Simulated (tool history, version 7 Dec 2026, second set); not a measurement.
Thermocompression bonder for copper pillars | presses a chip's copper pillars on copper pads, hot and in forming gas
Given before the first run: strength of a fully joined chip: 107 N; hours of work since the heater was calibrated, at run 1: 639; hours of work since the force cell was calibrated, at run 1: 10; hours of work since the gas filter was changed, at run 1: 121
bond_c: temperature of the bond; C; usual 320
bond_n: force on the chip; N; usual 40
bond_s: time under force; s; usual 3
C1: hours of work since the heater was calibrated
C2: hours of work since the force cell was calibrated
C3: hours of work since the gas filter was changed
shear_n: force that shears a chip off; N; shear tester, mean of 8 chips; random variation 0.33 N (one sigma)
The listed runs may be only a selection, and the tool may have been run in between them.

run 1 day=0 | bond_c=320 bond_n=40 bond_s=3 | C1=639 C2=10 C3=121 | shear_n=40.6
run 2 day=0.712 | bond_c=320 bond_n=40 bond_s=3 | C1=652 C2=23 C3=134 | shear_n=40.2
run 3 day=1.108 | bond_c=302 bond_n=40 bond_s=3 | C1=659 C2=30 C3=141 | shear_n=31.2
run 4 day=1.475 | bond_c=320 bond_n=40 bond_s=3 | C1=666 C2=36 C3=147 | shear_n=39.9
run 5 day=2.217 | bond_c=320 bond_n=40 bond_s=3 | C1=679 C2=50 C3=161 | shear_n=39.6
run 6 day=2.621 | bond_c=320 bond_n=40 bond_s=3 | C1=686 C2=57 C3=168 | shear_n=40
run 7 day=3.308 | bond_c=320 bond_n=40 bond_s=3 | C1=699 C2=70 C3=181 | shear_n=40
run 8 day=3.738 | bond_c=320 bond_n=40 bond_s=3 | C1=707 C2=78 C3=189 | shear_n=40
run 9 day=4.188 | bond_c=320 bond_n=40 bond_s=3 | C1=715 C2=86 C3=197 | shear_n=40.4
run 10 day=4.9 | bond_c=320 bond_n=40 bond_s=3 | C1=728 C2=99 C3=210 | shear_n=39.5
run 11 day=5.271 | bond_c=320 bond_n=40 bond_s=3 | C1=735 C2=105 C3=216 | shear_n=39.6
run 12 day=6.029 | bond_c=320 bond_n=40 bond_s=3 | C1=748 C2=119 C3=230 | shear_n=39.1
-- day=6.508 heater calibrated with a thermocouple chip
run 13 day=6.675 | bond_c=320 bond_n=24 bond_s=3 | C1=3 C2=129 C3=240 | shear_n=29.7
run 14 day=7.346 | bond_c=320 bond_n=40 bond_s=3 | C1=15 C2=142 C3=253 | shear_n=37.8
run 15 day=7.767 | bond_c=320 bond_n=40 bond_s=8 | C1=23 C2=149 C3=260 | shear_n=54
-- day=8.225 heater calibrated with a thermocouple chip, once more
run 16 day=8.392 | bond_c=320 bond_n=40 bond_s=3 | C1=3 C2=159 C3=270 | shear_n=44.5
run 17 day=8.958 | bond_c=339 bond_n=40 bond_s=3 | C1=13 C2=169 C3=280 | shear_n=54.9
run 18 day=9.342 | bond_c=320 bond_n=40 bond_s=3 | C1=20 C2=176 C3=287 | shear_n=44.4
run 19 day=9.729 | bond_c=320 bond_n=40 bond_s=3 | C1=27 C2=183 C3=294 | shear_n=44.7
run 20 day=10.171 | bond_c=320 bond_n=40 bond_s=3 | C1=35 C2=191 C3=302 | shear_n=44.5
run 21 day=10.725 | bond_c=320 bond_n=28 bond_s=3 | C1=45 C2=202 C3=313 | shear_n=37.4
run 22 day=11.388 | bond_c=340 bond_n=36 bond_s=3 | C1=57 C2=214 C3=325 | shear_n=52.9
run 23 day=11.762 | bond_c=340 bond_n=49 bond_s=2 | C1=64 C2=220 C3=331 | shear_n=52
run 24 day=12.204 | bond_c=340 bond_n=49 bond_s=2 | C1=72 C2=228 C3=339 | shear_n=51.6
run 25 day=12.529 | bond_c=338 bond_n=29 bond_s=2 | C1=78 C2=234 C3=345 | shear_n=40.2
run 26 day=13.008 | bond_c=345 bond_n=36 bond_s=8 | C1=87 C2=243 C3=354 | shear_n=73.6
run 27 day=13.658 | bond_c=320 bond_n=40 bond_s=3 | C1=99 C2=255 C3=366 | shear_n=43
run 28 day=14.208 | bond_c=320 bond_n=40 bond_s=3 | C1=109 C2=265 C3=376 | shear_n=43.5
run 29 day=14.971 | bond_c=291 bond_n=40 bond_s=3 | C1=123 C2=279 C3=390 | shear_n=29.4
run 30 day=15.442 | bond_c=294 bond_n=48 bond_s=3 | C1=131 C2=287 C3=398 | shear_n=33.1

The next listed run, before its measurement:
-- day=15.5 forming gas filter changed
run 31 day=15.912 | bond_c=335 bond_n=40 bond_s=3 | C1=139 C2=295 C3=8 | shear_n=?

shear_n: 53.1 N
Without the tool's hidden state the same run would have given shear_n 55.5 N.
